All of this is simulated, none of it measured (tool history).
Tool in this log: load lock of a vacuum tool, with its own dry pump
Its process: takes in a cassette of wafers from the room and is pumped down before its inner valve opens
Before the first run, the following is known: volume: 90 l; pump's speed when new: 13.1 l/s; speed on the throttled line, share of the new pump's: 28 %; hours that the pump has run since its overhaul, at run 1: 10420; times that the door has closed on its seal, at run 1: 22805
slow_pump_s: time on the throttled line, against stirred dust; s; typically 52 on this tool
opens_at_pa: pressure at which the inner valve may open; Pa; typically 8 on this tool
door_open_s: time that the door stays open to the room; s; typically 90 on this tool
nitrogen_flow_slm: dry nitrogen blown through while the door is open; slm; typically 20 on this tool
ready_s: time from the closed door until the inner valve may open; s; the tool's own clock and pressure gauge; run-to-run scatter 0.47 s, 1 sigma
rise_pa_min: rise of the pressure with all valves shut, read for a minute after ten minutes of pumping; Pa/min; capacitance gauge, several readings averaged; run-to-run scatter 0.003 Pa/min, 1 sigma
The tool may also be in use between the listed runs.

| run | day | slow_pump_s | opens_at_pa | door_open_s | nitrogen_flow_slm | hours that the pump has run since its overhaul | times that the door has closed on its seal | incoming humidity of the room's air, % | ready_s | rise_pa_min |
|---|---|---|---|---|---|---|---|---|---|---|
| 1 | 0 | 52 | 8 | 90 | 20 | 10420 | 22805 | 47.9 | 102.5 | 0.019 |
| 2 | 7.279 | 41 | 8 | 90 | 20 | 10595 | 23175 | 45.5 | 94.6 | 0.023 |
| 3 | 15.233 | 41 | 8 | 90 | 20 | 10785 | 23578 | 42.1 | 95 | 0.022 |
| 4 | 25.925 | 52 | 8 | 90 | 20 | 11042 | 24121 | 45.8 | 102.8 | 0.02 |
| 5 | 35.292 | 52 | 8 | 90 | 20 | 11267 | 24596 | 47.6 | 102.9 | 0.022 |
| 6 | 41.8 | 52 | 8 | 90 | 20 | 11423 | 24927 | 44.7 | 102.8 | 0.021 |
| 7 | 48.942 | 52 | 8 | 90 | 32 | 11595 | 25289 | 44.8 | 101.6 | 0.017 |
| 8 | 58.867 | 52 | 8 | 90 | 32 | 11833 | 25793 | 45.4 | 102.4 | 0.014 |
| 9 | 69.733 | 52 | 8 | 90 | 20 | 12093 | 26344 | 40.6 | 101.9 | 0.016 |
| 10 | 77.65 | 52 | 8 | 90 | 20 | 12284 | 26746 | 46.7 | 102.8 | 0.018 |
| 11 | 88.55 | 52 | 8 | 90 | 20 | 12545 | 27299 | 47.4 | 102.1 | 0.025 |
| 12 | 96.092 | 52 | 8 | 90 | 20 | 12726 | 27682 | 43.2 | 102.1 | 0.017 |
| 13 | 106.579 | 52 | 8 | 90 | 6 | 12978 | 28214 | 48.5 | 103 | 0.046 |
| 14 | 118.008 | 52 | 8 | 149 | 6 | 13252 | 28794 | 40.6 | 102.8 | 0.057 |
| 15 | 125.062 | 52 | 8 | 149 | 40 | 13421 | 29152 | 41.4 | 103.2 | 0.022 |
| 16 | 131.812 | 52 | 6 | 90 | 20 | 13583 | 29495 | 43.8 | 104.4 | 0.024 |
| 17 | 140.825 | 52 | 8 | 90 | 20 | 13800 | 29953 | 46.6 | 102.9 | 0.022 |
| 18 | 150.279 | 52 | 8 | 90 | 20 | 14027 | 30432 | 47.3 | 102.1 | 0.02 |
| 19 | 155.383 | 52 | 8 | 90 | 20 | 14149 | 30691 | 46.9 | 102.3 | 0.027 |
| 20 | 161.158 | 52 | 8 | 90 | 20 | 14288 | 30984 | 45.6 | 102.2 | 0.018 |
| 21 | 171.758 | 37 | 10 | 34 | 30 | 14542 | 31523 | 43.9 | 89.7 | 0.003 |
| 22 | 183.388 | 37 | 10 | 34 | 30 | 14821 | 32113 | 45 | 90.2 | 0.006 |
| 23 | 192.317 | 37 | 16 | 196 | 30 | 15035 | 32566 | 45.4 | 87 | 0.022 |
| 24 | 202.983 | 37 | 16 | 196 | 30 | 15291 | 33107 | 45.4 | 87.6 | 0.025 |
| 25 | 211.421 | 52 | 8 | 90 | 6 | 15494 | 33536 | 45.2 | 103 | 0.042 |
| 26 | 219.371 | 52 | 16 | 90 | 8 | 15685 | 33939 | 42.8 | 97.5 | 0.036 |
| 27 | 225.608 | 52 | 16 | 90 | 8 | 15834 | 34256 | 47.7 | 97.5 | 0.039 |
| 28 | 232.517 | 52 | 16 | 90 | 8 | 16000 | 34606 | 41.1 | 96.8 | 0.034 |
| 29 | 238.625 | 52 | 6 | 90 | 10 | 16147 | 34916 | 45.4 | 104.5 | 0.037 |
| 30 | 246.167 | 52 | 11 | 90 | 10 | 16328 | 35299 | 44 | 100.3 | 0.03 |
| 31 | 255.542 | 52 | 11 | 90 | 10 | 16553 | 35775 | 47.3 | 100.9 | 0.032 |
| 32 | 260.35 | 52 | 11 | 90 | 10 | 16668 | 36019 | 41.9 | 100.3 | 0.027 |
| 33 | 265.338 | 52 | 11 | 90 | 10 | 16788 | 36272 | 43.2 | 99.6 | 0.032 |
| 34 | 274.154 | 36 | 8 | 90 | 7 | 17000 | 36719 | 44.1 | 91.5 | 0.036 |
| 35 | 283.654 | 35 | 8 | 90 | 41 | 17228 | 37202 | 44.3 | 90.4 | 0.017 |
| 36 | 293.788 | 68 | 15 | 90 | 20 | 17471 | 37716 | 47.4 | 110.1 | 0.019 |
| 37 | 301.992 | 52 | 8 | 69 | 10 | 17668 | 38133 | 45.3 | 102.7 | 0.034 |
| 38 | 308.929 | 52 | 8 | 154 | 20 | 17834 | 38484 | 43.8 | 102.4 | 0.031 |

Below are 3 alternative next runs, each starting from the tool's condition after run 38. Predict each:
| A | 320.496 | 43 | 6 | 42 | 20 | 18112 | 39072 | 42 | ? | ? |
| B | 320.496 | 52 | 8 | 154 | 28 | 18112 | 39072 | 45.1 | ? | ? |
| C | 320.496 | 52 | 11 | 90 | 20 | 18112 | 39072 | 44.7 | ? | ? |

| run | ready_s | rise_pa_min |
|---|---|---|
| A | 97.9 | 0.02 |
| B | 101.7 | 0.026 |
| C | 100.2 | 0.019 |
Take away the tool's hidden state, keep each run's random variation, and the runs would have read:
| run | ready_s | rise_pa_min |
|---|---|---|
| A | 97.9 | 0.019 |
| B | 101.7 | 0.026 |
| C | 100.2 | 0.019 |

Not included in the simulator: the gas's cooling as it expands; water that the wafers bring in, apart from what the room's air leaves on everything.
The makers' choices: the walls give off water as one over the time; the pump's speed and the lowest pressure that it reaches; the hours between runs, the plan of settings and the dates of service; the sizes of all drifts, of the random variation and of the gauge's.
